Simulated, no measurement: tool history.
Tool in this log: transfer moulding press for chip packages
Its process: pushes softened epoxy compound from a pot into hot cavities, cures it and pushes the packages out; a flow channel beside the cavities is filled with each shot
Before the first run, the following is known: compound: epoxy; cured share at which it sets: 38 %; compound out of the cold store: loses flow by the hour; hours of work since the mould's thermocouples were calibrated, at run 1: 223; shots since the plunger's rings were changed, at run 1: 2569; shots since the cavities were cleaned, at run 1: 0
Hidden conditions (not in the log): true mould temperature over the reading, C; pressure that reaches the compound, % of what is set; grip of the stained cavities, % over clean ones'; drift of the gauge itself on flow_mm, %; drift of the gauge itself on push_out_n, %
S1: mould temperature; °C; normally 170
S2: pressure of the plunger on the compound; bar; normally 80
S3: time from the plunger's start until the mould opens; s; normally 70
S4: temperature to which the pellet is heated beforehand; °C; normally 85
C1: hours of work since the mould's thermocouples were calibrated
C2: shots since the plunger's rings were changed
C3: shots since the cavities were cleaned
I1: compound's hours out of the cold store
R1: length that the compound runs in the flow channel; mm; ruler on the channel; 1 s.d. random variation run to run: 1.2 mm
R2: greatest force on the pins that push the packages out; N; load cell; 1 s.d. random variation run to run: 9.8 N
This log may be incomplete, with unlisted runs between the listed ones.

| run | hour | S1 | S2 | S3 | S4 | C1 | C2 | C3 | I1 | R1 | R2 |
|---|---|---|---|---|---|---|---|---|---|---|---|
| 1 | 0 | 170 | 80 | 70 | 85 | 223 | 2569 | 0 | 9.4 | 545 | 477 |
| 2 | 12 | 170 | 80 | 84 | 85 | 228 | 2685 | 116 | 16.1 | 533 | 449 |
| 3 | 18.3 | 170 | 91.8 | 70 | 85 | 231 | 2745 | 176 | 14.5 | 573 | 707 |
| 4 | 27.5 | 170 | 80 | 56 | 85 | 235 | 2834 | 265 | 14.4 | 533 | 1386 |
|  | 36.4 | plunger's sealing rings changed |
| 5 | 41.1 | 170 | 82.8 | 56 | 85 | 240 | 45 | 372 | 13.2 | 568 | 1562 |
| 6 | 51.9 | 170 | 80 | 70 | 94 | 245 | 149 | 476 | 46.2 | 498 | 803 |
|  | 54.3 | cavities cleaned with cleaning compound and waxed |
| 7 | 66.1 | 170 | 89.1 | 70 | 94 | 251 | 271 | 114 | 9.6 | 595 | 582 |
| 8 | 73.5 | 170 | 89.1 | 70 | 94 | 255 | 343 | 186 | 16.4 | 579 | 655 |
| 9 | 83.9 | 170 | 89.1 | 70 | 94 | 259 | 443 | 286 | 26 | 560 | 716 |
| 10 | 93.5 | 170 | 89.1 | 70 | 94 | 264 | 536 | 379 | 31.5 | 550 | 765 |
| 11 | 102.2 | 164 | 80 | 70 | 85 | 268 | 619 | 462 | 42.6 | 515 | 1215 |
|  | 105.5 | cavities cleaned with cleaning compound and waxed |
| 12 | 114.9 | 170 | 80 | 70 | 85 | 273 | 727 | 90 | 18.2 | 547 | 600 |
| 13 | 125 | 170 | 80 | 70 | 85 | 277 | 825 | 188 | 34.6 | 513 | 651 |
| 14 | 136.5 | 170 | 80 | 70 | 85 | 283 | 936 | 299 | 15.9 | 545 | 798 |
| 15 | 144.5 | 170 | 80 | 70 | 85 | 286 | 1012 | 375 | 26.3 | 527 | 823 |
| 16 | 149.7 | 176 | 80 | 70 | 85 | 289 | 1063 | 426 | 33 | 504 | 659 |
|  | 157 | cavities cleaned with cleaning compound and waxed |
| 17 | 159.3 | 176 | 80 | 70 | 85 | 292 | 1141 | 23 | 17.1 | 535 | 392 |
| 18 | 166.8 | 176 | 80 | 70 | 85 | 296 | 1213 | 95 | 32.4 | 507 | 439 |
| 19 | 177.5 | 172 | 80 | 70 | 92 | 301 | 1316 | 198 | 9.8 | 549 | 656 |
| 20 | 186.5 | 170 | 76.9 | 80 | 85 | 305 | 1403 | 285 | 31.8 | 506 | 602 |
| 21 | 194.8 | 170 | 76.9 | 80 | 85 | 309 | 1483 | 365 | 23.2 | 521 | 634 |
| 22 | 201.4 | 176 | 76.9 | 83 | 75 | 312 | 1547 | 429 | 33.6 | 493 | 614 |
|  | 208 | cavities cleaned with cleaning compound and waxed |
| 23 | 211.1 | 176 | 76.9 | 83 | 75 | 315 | 1626 | 30 | 11.1 | 530 | 359 |
| 24 | 221.9 | 176 | 76.9 | 83 | 75 | 320 | 1730 | 134 | 34.3 | 490 | 454 |
| 25 | 229.1 | 170 | 65.1 | 70 | 81 | 324 | 1800 | 204 | 29.3 | 465 | 673 |
| 26 | 241.2 | 175 | 95.9 | 70 | 85 | 329 | 1917 | 321 | 30.8 | 552 | 660 |
| 27 | 248.6 | 177 | 80 | 72 | 85 | 333 | 1987 | 391 | 35 | 494 | 604 |
|  | 259.2 | cavities cleaned with cleaning compound and waxed |
| 28 | 259.2 | 177 | 74.4 | 86 | 85 | 337 | 2075 | 0 | 13.3 | 511 | 317 |

Each row is a separate what-if for the run after 28, all from the same tool condition, not one after another. Results?
| A | 270.3 | 177 | 96.5 | 77 | 85 | 342 | 2182 | 107 | 22.1 | ? | ? |
| B | 270.3 | 170 | 80 | 70 | 84 | 342 | 2182 | 107 | 46 | ? | ? |
| C | 270.3 | 170 | 80 | 51 | 85 | 342 | 2182 | 107 | 33.6 | ? | ? |

| run | R1 | R2 |
|---|---|---|
| A | 566 | 430 |
| B | 485 | 581 |
| C | 506 | 1337 |
With no hidden state in the tool, these same runs would have given:
| run | R1 | R2 |
|---|---|---|
| A | 588 | 323 |
| B | 504 | 437 |
| C | 525 | 1006 |

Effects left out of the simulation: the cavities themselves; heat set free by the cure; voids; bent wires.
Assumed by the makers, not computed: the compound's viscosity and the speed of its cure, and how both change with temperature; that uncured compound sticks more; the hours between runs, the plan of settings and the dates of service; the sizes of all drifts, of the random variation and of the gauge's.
